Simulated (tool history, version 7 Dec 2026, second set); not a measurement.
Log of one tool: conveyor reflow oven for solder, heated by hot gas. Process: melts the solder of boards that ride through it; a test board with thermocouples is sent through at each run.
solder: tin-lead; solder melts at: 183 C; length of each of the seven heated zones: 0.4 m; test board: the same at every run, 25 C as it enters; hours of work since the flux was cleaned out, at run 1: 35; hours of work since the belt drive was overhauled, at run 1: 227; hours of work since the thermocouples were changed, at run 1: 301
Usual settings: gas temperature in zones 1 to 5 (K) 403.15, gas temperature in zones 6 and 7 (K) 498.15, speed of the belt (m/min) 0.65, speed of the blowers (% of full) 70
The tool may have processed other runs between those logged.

run,hour,gas temperature in zones 1 to 5 (K),gas temperature in zones 6 and 7 (K),speed of the belt (m/min),speed of the blowers (% of full),hours of work since the flux was cleaned out,hours of work since the belt drive was overhauled,hours of work since the thermocouples were changed,highest temperature of the board (K),time above the solder's melting point (s)
1,0,403.15,498.15,0.65,70,35,227,301,480.45,43
2,22.3,403.15,498.15,0.65,70,49,241,315,480.25,43.3
3,32.2,403.15,498.15,0.65,70,55,248,321,479.85,43.4
4,54.9,403.15,492.15,0.65,70,69,262,335,474.65,37.4
5,70.1,403.15,492.15,0.65,70,79,271,345,474.65,36.8
6,93.1,403.15,498.15,0.65,55,93,286,359,474.85,36.8
7,102.5,403.15,498.15,0.65,55,99,292,365,475.25,36.3
8,117.6,403.15,498.15,0.604,70,109,301,375,482.05,49.2
9,139.4,403.15,498.15,0.734,70,122,315,388,474.85,32.3
# hour 146: flux residue cleaned out of gas plates and filters
10,166.8,403.15,499.15,0.65,70,13,329,402,479.25,41.9
11,187.4,403.15,499.15,0.65,70,26,342,415,479.45,42.6
12,202.7,411.15,498.15,0.65,70,36,352,425,480.45,45.6
13,219.2,411.15,498.15,0.65,70,46,362,435,480.15,45.2
# hour 227.7: flux residue cleaned out of gas plates and filters, once more
14,237.7,411.15,498.15,0.65,70,6,370,444,481.95,47.4
15,257.3,411.15,495.15,0.65,51,19,383,456,473.85,37.1
16,269.7,411.15,495.15,0.578,59,26,390,464,479.85,52.9
17,290.5,411.15,495.15,0.578,59,39,404,477,480.05,51.9
18,303.4,403.15,498.15,0.541,70,48,412,485,485.25,60.3
19,324.5,414.15,498.15,0.646,75,61,425,498,483.25,51
20,345.4,398.15,498.15,0.526,75,74,438,511,486.15,61.9
21,360.6,403.15,495.15,0.541,70,83,448,521,482.75,57.3
22,382.2,412.15,499.15,0.588,70,97,461,534,485.25,57.3
23,396,412.15,499.15,0.588,70,106,470,543,484.95,57.4
24,406.5,403.15,505.15,0.65,52,112,476,550,479.45,41.4
# hour 417.9: thermocouples of zones 6 and 7 changed
25,428.2,395.15,498.15,0.65,57,125,489,6,473.75,32.7
26,447.2,393.15,498.15,0.683,70,137,501,18,475.55,32.9
27,461.6,393.15,498.15,0.683,70,146,510,27,475.05,33.3

Below are 5 alternative next runs, each starting from the tool's condition after run 27. Predict each:
A,475,406.15,498.15,0.609,68,154,518,36,?,?
B,475,400.15,498.15,0.523,67,154,518,36,?,?
C,475,393.15,503.15,0.648,70,154,518,36,?,?
D,475,414.15,503.15,0.686,70,154,518,36,?,?
E,475,416.15,509.15,0.683,70,154,518,36,?,?

run,highest temperature of the board (K),time above the solder's melting point (s)
A,481.55,48.8
B,485.15,60.5
C,481.05,41.7
D,483.55,47.5
E,489.05,52.7
Stripped of hidden state, with their random variation kept, the same runs would have yielded:
run,highest temperature of the board (K),time above the solder's melting point (s)
A,482.55,49.8
B,485.95,61.5
C,482.25,42.9
D,484.65,48.5
E,490.15,53.4
